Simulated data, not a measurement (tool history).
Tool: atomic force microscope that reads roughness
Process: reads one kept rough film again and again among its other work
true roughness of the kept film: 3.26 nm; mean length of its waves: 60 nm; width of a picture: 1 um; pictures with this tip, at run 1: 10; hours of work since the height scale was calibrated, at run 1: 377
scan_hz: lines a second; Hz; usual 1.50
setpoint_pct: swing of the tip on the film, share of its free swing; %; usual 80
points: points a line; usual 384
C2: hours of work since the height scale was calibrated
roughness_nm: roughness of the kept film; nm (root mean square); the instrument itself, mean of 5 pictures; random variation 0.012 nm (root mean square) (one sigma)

{"run": 1, "hour": 0.0, "scan_hz": 1.5, "setpoint_pct": 80, "points": 384, "pictures with this tip": 10, "C2": 377, "roughness_nm": 2.768}
{"run": 2, "hour": 19.1, "scan_hz": 3.27, "setpoint_pct": 80, "points": 384, "pictures with this tip": 31, "C2": 389, "roughness_nm": 2.423}
{"run": 3, "hour": 41.4, "scan_hz": 3.27, "setpoint_pct": 80, "points": 384, "pictures with this tip": 57, "C2": 404, "roughness_nm": 2.393}
{"run": 4, "hour": 62.3, "scan_hz": 3.27, "setpoint_pct": 80, "points": 384, "pictures with this tip": 80, "C2": 418, "roughness_nm": 2.364}
{"run": 5, "hour": 78.0, "scan_hz": 1.5, "setpoint_pct": 69, "points": 384, "pictures with this tip": 98, "C2": 428, "roughness_nm": 2.835}
{"run": 6, "hour": 95.9, "scan_hz": 1.5, "setpoint_pct": 80, "points": 384, "pictures with this tip": 118, "C2": 440, "roughness_nm": 2.659}
{"run": 7, "hour": 112.8, "scan_hz": 1.5, "setpoint_pct": 80, "points": 384, "pictures with this tip": 137, "C2": 451, "roughness_nm": 2.653}
{"run": 8, "hour": 135.0, "scan_hz": 1.5, "setpoint_pct": 80, "points": 384, "pictures with this tip": 162, "C2": 466, "roughness_nm": 2.622}
{"run": 9, "hour": 151.2, "scan_hz": 1.5, "setpoint_pct": 75, "points": 384, "pictures with this tip": 181, "C2": 476, "roughness_nm": 2.693}
{"run": 10, "hour": 164.0, "scan_hz": 1.5, "setpoint_pct": 75, "points": 384, "pictures with this tip": 195, "C2": 485, "roughness_nm": 2.677}
{"run": 11, "hour": 182.4, "scan_hz": 1.5, "setpoint_pct": 75, "points": 384, "pictures with this tip": 216, "C2": 497, "roughness_nm": 2.639}
{"run": 12, "hour": 197.9, "scan_hz": 1.5, "setpoint_pct": 80, "points": 384, "pictures with this tip": 233, "C2": 507, "roughness_nm": 2.563}
{"hour": 202.3, "done": "new tip fitted"}
{"run": 13, "hour": 210.0, "scan_hz": 1.5, "setpoint_pct": 80, "points": 384, "pictures with this tip": 8, "C2": 515, "roughness_nm": 2.777}
{"run": 14, "hour": 220.8, "scan_hz": 1.5, "setpoint_pct": 80, "points": 384, "pictures with this tip": 21, "C2": 522, "roughness_nm": 2.736}
{"run": 15, "hour": 235.2, "scan_hz": 1.5, "setpoint_pct": 65, "points": 384, "pictures with this tip": 37, "C2": 531, "roughness_nm": 2.917}
{"run": 16, "hour": 259.0, "scan_hz": 1.5, "setpoint_pct": 65, "points": 384, "pictures with this tip": 64, "C2": 547, "roughness_nm": 2.896}
{"run": 17, "hour": 280.9, "scan_hz": 1.5, "setpoint_pct": 70, "points": 384, "pictures with this tip": 88, "C2": 561, "roughness_nm": 2.824}
{"run": 18, "hour": 304.0, "scan_hz": 1.5, "setpoint_pct": 70, "points": 384, "pictures with this tip": 115, "C2": 576, "roughness_nm": 2.809}
{"run": 19, "hour": 314.3, "scan_hz": 1.5, "setpoint_pct": 70, "points": 384, "pictures with this tip": 126, "C2": 583, "roughness_nm": 2.765}
{"run": 20, "hour": 337.9, "scan_hz": 1.5, "setpoint_pct": 70, "points": 384, "pictures with this tip": 153, "C2": 599, "roughness_nm": 2.762}
{"run": 21, "hour": 349.4, "scan_hz": 1.5, "setpoint_pct": 80, "points": 384, "pictures with this tip": 166, "C2": 606, "roughness_nm": 2.621}
{"run": 22, "hour": 365.7, "scan_hz": 1.5, "setpoint_pct": 80, "points": 384, "pictures with this tip": 184, "C2": 617, "roughness_nm": 2.612}
{"run": 23, "hour": 377.0, "scan_hz": 1.5, "setpoint_pct": 80, "points": 384, "pictures with this tip": 197, "C2": 625, "roughness_nm": 2.613}
{"run": 24, "hour": 393.5, "scan_hz": 1.5, "setpoint_pct": 80, "points": 384, "pictures with this tip": 216, "C2": 635, "roughness_nm": 2.59}
{"run": 25, "hour": 410.8, "scan_hz": 1.5, "setpoint_pct": 80, "points": 384, "pictures with this tip": 235, "C2": 647, "roughness_nm": 2.576}
{"hour": 413.5, "done": "new tip fitted"}
{"run": 26, "hour": 424.1, "scan_hz": 1.5, "setpoint_pct": 63, "points": 384, "pictures with this tip": 12, "C2": 655, "roughness_nm": 2.967}
{"run": 27, "hour": 435.0, "scan_hz": 1.5, "setpoint_pct": 63, "points": 384, "pictures with this tip": 25, "C2": 662, "roughness_nm": 2.965}
{"run": 28, "hour": 449.5, "scan_hz": 0.87, "setpoint_pct": 84, "points": 982, "pictures with this tip": 41, "C2": 672, "roughness_nm": 2.809}
{"run": 29, "hour": 461.9, "scan_hz": 1.47, "setpoint_pct": 63, "points": 784, "pictures with this tip": 55, "C2": 680, "roughness_nm": 2.958}
{"run": 30, "hour": 477.8, "scan_hz": 1.83, "setpoint_pct": 80, "points": 958, "pictures with this tip": 73, "C2": 690, "roughness_nm": 2.623}
{"run": 31, "hour": 499.1, "scan_hz": 2.61, "setpoint_pct": 89, "points": 384, "pictures with this tip": 97, "C2": 704, "roughness_nm": 2.248}
{"run": 32, "hour": 514.0, "scan_hz": 2.3, "setpoint_pct": 59, "points": 415, "pictures with this tip": 114, "C2": 714, "roughness_nm": 2.835}
{"run": 33, "hour": 537.6, "scan_hz": 2.47, "setpoint_pct": 72, "points": 909, "pictures with this tip": 141, "C2": 730, "roughness_nm": 2.632}
{"run": 34, "hour": 555.7, "scan_hz": 1.53, "setpoint_pct": 67, "points": 346, "pictures with this tip": 161, "C2": 742, "roughness_nm": 2.792}
{"run": 35, "hour": 575.6, "scan_hz": 1.53, "setpoint_pct": 67, "points": 346, "pictures with this tip": 184, "C2": 755, "roughness_nm": 2.757}
{"run": 36, "hour": 590.7, "scan_hz": 0.62, "setpoint_pct": 65, "points": 273, "pictures with this tip": 201, "C2": 765, "roughness_nm": 2.861}
{"run": 37, "hour": 608.9, "scan_hz": 1.47, "setpoint_pct": 80, "points": 384, "pictures with this tip": 221, "C2": 777, "roughness_nm": 2.586}
{"hour": 624.0, "done": "new tip fitted"}
{"run": 38, "hour": 624.0, "scan_hz": 0.86, "setpoint_pct": 83, "points": 887, "pictures with this tip": 0, "C2": 786, "roughness_nm": 2.88}
{"run": 39, "hour": 638.3, "scan_hz": 0.86, "setpoint_pct": 83, "points": 887, "pictures with this tip": 16, "C2": 796, "roughness_nm": 2.856}
{"run": 40, "hour": 657.1, "scan_hz": 0.59, "setpoint_pct": 82, "points": 328, "pictures with this tip": 37, "C2": 808, "roughness_nm": 2.904}
{"run": 41, "hour": 670.0, "scan_hz": 3.77, "setpoint_pct": 82, "points": 328, "pictures with this tip": 52, "C2": 817, "roughness_nm": 2.232}
{"run": 42, "hour": 687.8, "scan_hz": 0.86, "setpoint_pct": 63, "points": 329, "pictures with this tip": 72, "C2": 828, "roughness_nm": 2.949}
{"run": 43, "hour": 698.0, "scan_hz": 3.46, "setpoint_pct": 89, "points": 384, "pictures with this tip": 83, "C2": 835, "roughness_nm": 2.083}
{"run": 44, "hour": 709.3, "scan_hz": 0.95, "setpoint_pct": 80, "points": 384, "pictures with this tip": 96, "C2": 842, "roughness_nm": 2.787}
{"run": 45, "hour": 725.4, "scan_hz": 0.76, "setpoint_pct": 80, "points": 552, "pictures with this tip": 114, "C2": 853, "roughness_nm": 2.811}
{"run": 46, "hour": 738.1, "scan_hz": 0.65, "setpoint_pct": 62, "points": 615, "pictures with this tip": 128, "C2": 861, "roughness_nm": 2.926}
{"run": 47, "hour": 757.7, "scan_hz": 1.5, "setpoint_pct": 66, "points": 384, "pictures with this tip": 150, "C2": 874, "roughness_nm": 2.788}
{"run": 48, "hour": 768.6, "scan_hz": 2.74, "setpoint_pct": 63, "points": 384, "pictures with this tip": 163, "C2": 881, "roughness_nm": 2.71}
{"run": 49, "hour": 792.4, "scan_hz": 2.74, "setpoint_pct": 63, "points": 384, "pictures with this tip": 190, "C2": 897, "roughness_nm": 2.713}
{"run": 50, "hour": 815.8, "scan_hz": 2.74, "setpoint_pct": 63, "points": 384, "pictures with this tip": 216, "C2": 912, "roughness_nm": 2.663}
{"hour": 834.6, "done": "new tip fitted"}
{"run": 51, "hour": 835.5, "scan_hz": 2.79, "setpoint_pct": 80, "points": 384, "pictures with this tip": 1, "C2": 925, "roughness_nm": 2.519}
{"run": 52, "hour": 855.2, "scan_hz": 2.79, "setpoint_pct": 80, "points": 384, "pictures with this tip": 23, "C2": 938, "roughness_nm": 2.493}

Forecast each of these 3 alternatives for the next run:
{"run": "A", "hour": 876.7, "scan_hz": 3.84, "setpoint_pct": 59, "points": 256, "pictures with this tip": 47, "C2": 952, "roughness_nm": "?"}
{"run": "B", "hour": 876.7, "scan_hz": 1.5, "setpoint_pct": 62, "points": 384, "pictures with this tip": 47, "C2": 952, "roughness_nm": "?"}
{"run": "C", "hour": 876.7, "scan_hz": 1.5, "setpoint_pct": 65, "points": 384, "pictures with this tip": 47, "C2": 952, "roughness_nm": "?"}

run=A roughness_nm=2.797
run=B roughness_nm=2.949
run=C roughness_nm=2.895
Without the tool's hidden state the same runs would have given:
run=A roughness_nm=2.859
run=B roughness_nm=3.014
run=C roughness_nm=2.959

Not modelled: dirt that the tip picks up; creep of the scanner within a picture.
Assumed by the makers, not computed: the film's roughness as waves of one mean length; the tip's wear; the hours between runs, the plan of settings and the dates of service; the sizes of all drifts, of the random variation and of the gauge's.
